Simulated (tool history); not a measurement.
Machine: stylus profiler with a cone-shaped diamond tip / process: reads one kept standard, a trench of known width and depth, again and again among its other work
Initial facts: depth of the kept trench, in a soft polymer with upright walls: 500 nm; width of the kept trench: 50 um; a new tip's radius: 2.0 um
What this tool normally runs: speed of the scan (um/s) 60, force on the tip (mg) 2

run	day	speed of the scan (um/s)	force on the tip (mg)	depth of the trench (nm)	width of the trench's floor (um)
1	0	60	2	506.2	47.05
2	0.858	60	3.3	508.45	47.15
3	1.475	60	3.3	508.63	47.12
4	2.025	110	3.3	508.43	46.95
5	2.683	54	3.3	508.55	47.14
6	3.538	60	2	506.18	47.03
7	4.183	60	2	505.97	47.04
8	4.579	60	2	506.12	47.02
9	5.396	60	2	506.2	47.02
10	5.962	60	2	506.11	46.98
11	6.538	60	2	506.13	47.03
12	7.133	60	2	506.07	47.08
13	7.512	60	2	506.33	47.01
14	8.033	60	2	506.33	47.02
15	8.858	60	2	506.41	47.05
16	9.75	27	1.82	505.7	47.2
17	10.55	105	0.92	503.62	46.57
18	11.167	116	1.32	504.81	46.6
19	11.792	85	1.12	504.24	46.76
20	12.671	128	4.57	510.8	46.9
21	13.546	15	1.39	504.83	47.22
22	13.992	97	2.2	506.44	46.89
23	14.567	22	1.24	504.83	47.19
24	15.154	180	3.65	509.25	46.64
25	15.746	180	3.65	509.16	46.65
26	16.475	180	3.65	509.29	46.65
27	17.021	60	3.79	509.29	47.09

Branching from run 27: 4 alternative next runs. What would each branch give?
A	17.912	32	0.86	?	?
B	17.912	177	4.5	?	?
C	17.912	137	2.26	?	?
D	17.912	67	5.38	?	?

run	depth of the trench (nm)	width of the trench's floor (um)
A	503.27	47.07
B	510.34	46.73
C	506.74	46.67
D	511.85	47.14
Stripped of hidden state, with their random variation kept, the same runs would have yielded:
run	depth of the trench (nm)	width of the trench's floor (um)
A	503.25	47.09
B	510.32	46.75
C	506.71	46.69
D	511.83	47.16

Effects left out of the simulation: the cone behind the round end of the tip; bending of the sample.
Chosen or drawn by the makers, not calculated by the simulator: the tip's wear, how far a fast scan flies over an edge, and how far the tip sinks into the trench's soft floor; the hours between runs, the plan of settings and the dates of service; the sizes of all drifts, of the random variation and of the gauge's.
